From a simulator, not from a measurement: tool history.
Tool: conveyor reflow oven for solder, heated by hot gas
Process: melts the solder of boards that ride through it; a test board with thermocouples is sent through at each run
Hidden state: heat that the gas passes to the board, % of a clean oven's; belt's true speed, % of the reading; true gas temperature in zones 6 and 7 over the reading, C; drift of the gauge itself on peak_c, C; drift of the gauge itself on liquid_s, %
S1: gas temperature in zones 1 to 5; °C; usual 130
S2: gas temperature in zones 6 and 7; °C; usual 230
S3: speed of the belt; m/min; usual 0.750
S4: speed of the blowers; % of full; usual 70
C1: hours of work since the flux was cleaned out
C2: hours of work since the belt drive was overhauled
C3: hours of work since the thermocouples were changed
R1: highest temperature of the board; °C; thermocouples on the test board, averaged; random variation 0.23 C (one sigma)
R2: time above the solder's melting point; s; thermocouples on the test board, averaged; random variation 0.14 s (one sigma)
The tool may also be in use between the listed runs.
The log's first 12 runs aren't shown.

Run 13, hour 379.0: usual settings but S2 232 °C; C1 419; C2 392; C3 472. Result: R1 215.1 °C, R2 33.8 s.
Run 14, hour 419.4: usual settings; C1 438; C2 412; C3 492. Result: R1 212.9 °C, R2 32.9 s.
Run 15, hour 449.1: usual settings; C1 453; C2 426; C3 506. Result: R1 213.3 °C, R2 32.9 s.
Run 16, hour 482.9: usual settings; C1 469; C2 443; C3 523. Result: R1 213.3 °C, R2 32.9 s.
Run 17, hour 501.2: usual settings but S1 116 °C, S2 239 °C, S3 0.831 m/min, S4 77 % of full; C1 478; C2 452; C3 531. Result: R1 216.7 °C, R2 28.4 s.
Run 18, hour 529.4: usual settings but S1 137 °C, S2 218 °C, S3 0.831 m/min, S4 80 % of full; C1 492; C2 465; C3 545. Result: R1 202.2 °C, R2 24.3 s.
At hour 537.7: flux residue cleaned out of gas plates and filters.
Run 19, hour 572.0: usual settings but S2 220 °C, S3 0.859 m/min, S4 79 % of full; C1 17; C2 484; C3 563. Result: R1 200.9 °C, R2 21.4 s.
Run 20, hour 600.7: usual settings but S3 0.651 m/min, S4 79 % of full; C1 31; C2 498; C3 577. Result: R1 218.2 °C, R2 41.8 s.
Run 21, hour 632.3: usual settings but S2 231 °C; C1 46; C2 513; C3 593. Result: R1 213.9 °C, R2 32.9 s.
Run 22, hour 660.3: usual settings but S2 228 °C, S3 0.678 m/min; C1 60; C2 527; C3 606. Result: R1 214.0 °C, R2 37.4 s.
At hour 689.1: flux residue cleaned out of gas plates and filters, once more.
Run 23, hour 692.7: usual settings but S1 118 °C, S2 221 °C, S3 0.850 m/min, S4 88 % of full; C1 2; C2 540; C3 620. Result: R1 203.8 °C, R2 22.2 s.
Run 24, hour 727.0: usual settings but S1 118 °C, S2 221 °C, S3 0.850 m/min, S4 88 % of full; C1 18; C2 557; C3 636. Result: R1 204.0 °C, R2 22.0 s.
Run 25, hour 766.8: usual settings but S1 138 °C, S2 239 °C, S3 0.801 m/min, S4 66 % of full; C1 38; C2 576; C3 656. Result: R1 221.0 °C, R2 35.9 s.
Run 26, hour 785.3: usual settings but S3 0.789 m/min, S4 68 % of full; C1 47; C2 585; C3 665. Result: R1 212.6 °C, R2 30.9 s.
Run 27, hour 821.0: usual settings but S2 224 °C, S3 0.647 m/min, S4 68 % of full; C1 64; C2 602; C3 682. Result: R1 212.5 °C, R2 39.3 s.
Run 28, hour 853.1: usual settings but S1 139 °C, S2 224 °C, S3 0.647 m/min, S4 52 % of full; C1 80; C2 618; C3 698. Result: R1 211.3 °C, R2 39.9 s.
Run 29, hour 874.5: usual settings but S3 0.621 m/min, S4 51 % of full; C1 90; C2 628; C3 708. Result: R1 215.9 °C, R2 42.5 s.
Run 30, hour 901.9: usual settings but S1 136 °C, S3 0.621 m/min, S4 51 % of full; C1 104; C2 642; C3 722. Result: R1 217.3 °C, R2 44.5 s.

3 ways to go on from here, each from the tool as it stands after run 30. What would each give?
Run A, hour 927.2: usual settings but S3 0.678 m/min; C1 116; C2 654; C3 734. Result: R1 ?, R2 ?.
Run B, hour 927.2: usual settings but S1 126 °C, S3 0.898 m/min, S4 51 % of full; C1 116; C2 654; C3 734. Result: R1 ?, R2 ?.
Run C, hour 927.2: usual settings but S1 124 °C, S3 0.621 m/min, S4 51 % of full; C1 116; C2 654; C3 734. Result: R1 ?, R2 ?.

run     R1    R2
  A  217.0  39.6
  B  202.1  19.8
  C  215.0  40.8
Without the tool's hidden state the same runs would have given:
run     R1    R2
  A  218.2  39.5
  B  203.0  20.0
  C  216.1  40.6

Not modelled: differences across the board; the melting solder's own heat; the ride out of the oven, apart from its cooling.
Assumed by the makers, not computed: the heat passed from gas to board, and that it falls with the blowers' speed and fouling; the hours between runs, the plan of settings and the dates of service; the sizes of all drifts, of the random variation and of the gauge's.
